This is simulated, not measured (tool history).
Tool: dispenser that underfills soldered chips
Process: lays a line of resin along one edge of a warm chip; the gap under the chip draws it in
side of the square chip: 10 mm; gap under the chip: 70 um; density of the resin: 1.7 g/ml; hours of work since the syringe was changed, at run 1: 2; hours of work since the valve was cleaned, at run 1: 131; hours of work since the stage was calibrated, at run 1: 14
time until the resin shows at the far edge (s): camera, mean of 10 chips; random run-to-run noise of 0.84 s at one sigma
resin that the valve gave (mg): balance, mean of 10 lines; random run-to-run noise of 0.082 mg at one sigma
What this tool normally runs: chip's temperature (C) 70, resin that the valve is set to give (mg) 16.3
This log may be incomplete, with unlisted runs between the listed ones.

| run | day | chip's temperature (C) | resin that the valve is set to give (mg) | hours of work since the syringe was changed | hours of work since the valve was cleaned | hours of work since the stage was calibrated | time until the resin shows at the far edge (s) | resin that the valve gave (mg) |
|---|---|---|---|---|---|---|---|---|
| 1 | 0 | 70 | 16.3 | 2 | 131 | 14 | 91.2 | 14.84 |
| 2 | 0.271 | 70 | 16.5 | 6 | 136 | 19 | 128.6 | 14.94 |
|  | 0.392 | new syringe of resin |
|  | 0.433 | dispensing valve cleaned and set on the balance |
| 3 | 0.588 | 70 | 16.5 | 3 | 3 | 23 | 97.2 | 16.23 |
| 4 | 0.85 | 70 | 16.5 | 7 | 7 | 28 | 131.4 | 16.37 |
|  | 0.929 | new syringe of resin |
| 5 | 1.05 | 70 | 16.3 | 2 | 10 | 31 | 92.3 | 16.38 |
| 6 | 1.246 | 70 | 16.3 | 5 | 14 | 34 | 116.3 | 16.2 |
|  | 1.408 | new syringe of resin |
| 7 | 1.512 | 70 | 16.3 | 2 | 18 | 39 | 90.4 | 16.1 |
| 8 | 1.8 | 70 | 16.3 | 7 | 23 | 44 | 130.3 | 16.02 |
|  | 1.912 | new syringe of resin |
| 9 | 1.971 | 70 | 16.3 | 1 | 26 | 46 | 86.7 | 15.91 |
| 10 | 2.2 | 81 | 16.3 | 5 | 30 | 50 | 83.1 | 15.97 |
|  | 2.425 | new syringe of resin |
| 11 | 2.512 | 70 | 16.3 | 1 | 35 | 55 | 91.4 | 15.78 |
| 12 | 2.871 | 70 | 16.3 | 8 | 41 | 62 | 145.1 | 15.74 |
|  | 2.929 | new syringe of resin |
| 13 | 3.129 | 70 | 16.3 | 3 | 45 | 66 | 101.9 | 15.86 |
| 14 | 3.396 | 70 | 18.8 | 8 | 50 | 70 | 140 | 18.07 |
|  | 3.438 | new syringe of resin |
| 15 | 3.729 | 70 | 14.5 | 5 | 55 | 76 | 124.4 | 13.88 |
|  | 3.921 | new syringe of resin |
| 16 | 3.971 | 82 | 18.3 | 1 | 59 | 80 | 58.9 | 17.48 |
| 17 | 4.304 | 70 | 15.9 | 7 | 65 | 86 | 132.7 | 15.07 |
|  | 4.417 | new syringe of resin |
| 18 | 4.608 | 70 | 15.9 | 3 | 70 | 90 | 105.9 | 15.11 |
| 19 | 4.842 | 63 | 19.1 | 7 | 74 | 95 | 168.7 | 18.05 |
|  | 4.904 | new syringe of resin |
| 20 | 5.096 | 57 | 15.1 | 3 | 78 | 99 | 161.8 | 14.33 |
| 21 | 5.354 | 61 | 19 | 8 | 83 | 103 | 187.3 | 17.93 |
|  | 5.396 | new syringe of resin |
| 22 | 5.538 | 61 | 19 | 2 | 86 | 106 | 130.7 | 17.84 |
|  | 5.888 | new syringe of resin |
| 23 | 5.896 | 58 | 19.4 | 0 | 92 | 112 | 116.8 | 18.29 |
| 24 | 6.154 | 60 | 19.4 | 5 | 96 | 116 | 154.4 | 18.23 |
|  | 6.379 | new syringe of resin |
| 25 | 6.379 | 58 | 18.6 | 0 | 100 | 120 | 117.5 | 17.19 |

Predict each of these 4 candidate next runs independently; none follows another, all start after run 25:
| A | 6.621 | 59 | 18.9 | 4 | 104 | 124 | ? | ? |
| B | 6.621 | 76 | 14.5 | 4 | 104 | 124 | ? | ? |
| C | 6.621 | 71 | 15.6 | 4 | 104 | 124 | ? | ? |
| D | 6.621 | 77 | 19.1 | 4 | 104 | 124 | ? | ? |

| run | time until the resin shows at the far edge (s) | resin that the valve gave (mg) |
|---|---|---|
| A | 152.3 | 17.47 |
| B | 97.9 | 13.4 |
| C | 111.6 | 14.59 |
| D | 87.2 | 17.77 |
Without the tool's hidden state the same runs would have given:
| run | time until the resin shows at the far edge (s) | resin that the valve gave (mg) |
|---|---|---|
| A | 108.5 | 18.82 |
| B | 68.5 | 14.45 |
| C | 78.5 | 15.73 |
| D | 62.4 | 19.15 |

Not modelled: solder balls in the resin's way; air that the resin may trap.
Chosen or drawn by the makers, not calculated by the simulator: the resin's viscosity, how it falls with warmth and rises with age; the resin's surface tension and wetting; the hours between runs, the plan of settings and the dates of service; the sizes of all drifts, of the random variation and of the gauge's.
